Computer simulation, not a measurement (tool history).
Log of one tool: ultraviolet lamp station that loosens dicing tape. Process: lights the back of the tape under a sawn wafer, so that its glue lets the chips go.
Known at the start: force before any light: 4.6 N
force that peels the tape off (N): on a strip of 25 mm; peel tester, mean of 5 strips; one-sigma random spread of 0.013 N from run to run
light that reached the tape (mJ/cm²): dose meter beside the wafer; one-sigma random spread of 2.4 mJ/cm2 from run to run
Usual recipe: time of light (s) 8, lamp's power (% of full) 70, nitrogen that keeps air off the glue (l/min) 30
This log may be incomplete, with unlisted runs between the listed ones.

| run | hour | time of light (s) | lamp's power (% of full) | nitrogen that keeps air off the glue (l/min) | force that peels the tape off (N) | light that reached the tape (mJ/cm²) |
|---|---|---|---|---|---|---|
| 1 | 0.0 | 8 | 70 | 30 | 0.706 | 261 |
| 2 | 6.4 | 8 | 70 | 30 | 0.730 | 257 |
| 3 | 17.5 | 8 | 70 | 30 | 0.722 | 255 |
| 4 | 31.1 | 8 | 70 | 50 | 0.534 | 253 |
| 5 | 38.9 | 8 | 70 | 50 | 0.533 | 253 |
| 6 | 53.1 | 8 | 70 | 50 | 0.522 | 252 |
| 7 | 68.1 | 8 | 70 | 50 | 0.529 | 251 |
| 8 | 76.5 | 8 | 70 | 50 | 0.534 | 252 |
| 9 | 85.3 | 8 | 88 | 30 | 0.480 | 316 |
| 10 | 95.0 | 8 | 88 | 30 | 0.489 | 317 |
| 11 | 108.6 | 8 | 88 | 30 | 0.496 | 317 |
| 12 | 116.7 | 15 | 76 | 30 | 0.178 | 510 |
|  | 118.1 | window cleaned of glue's vapour |
| 13 | 131.8 | 15 | 76 | 30 | 0.188 | 487 |
| 14 | 143.3 | 15 | 76 | 30 | 0.196 | 478 |
| 15 | 150.8 | 9 | 89 | 55 | 0.268 | 345 |
| 16 | 160.8 | 15 | 81 | 16 | 0.289 | 512 |
| 17 | 174.7 | 5 | 68 | 25 | 1.685 | 146 |

Below, some changes in force that peels the tape off (N) between adjacent runs. For each, the amount present without the hidden state too (settings, incoming material, random variation) and the amount remaining for the hidden state with gauge scatter not shared by both compared results:
Unlogged tool condition in this case: lamp's light, % of a new lamp's; light that the window lets through, % of a clean one's; drift of the gauge itself on peel_n, %; drift of the gauge itself on dose_mj_cm2, %.
Run 16 -> 17: time of light (s) 15 -> 5, lamp's power (% of full) 81 -> 68, nitrogen that keeps air off the glue (l/min) 16 -> 25. force that peels the tape off (N) +1.396: hidden state +0.184, all else +1.212.
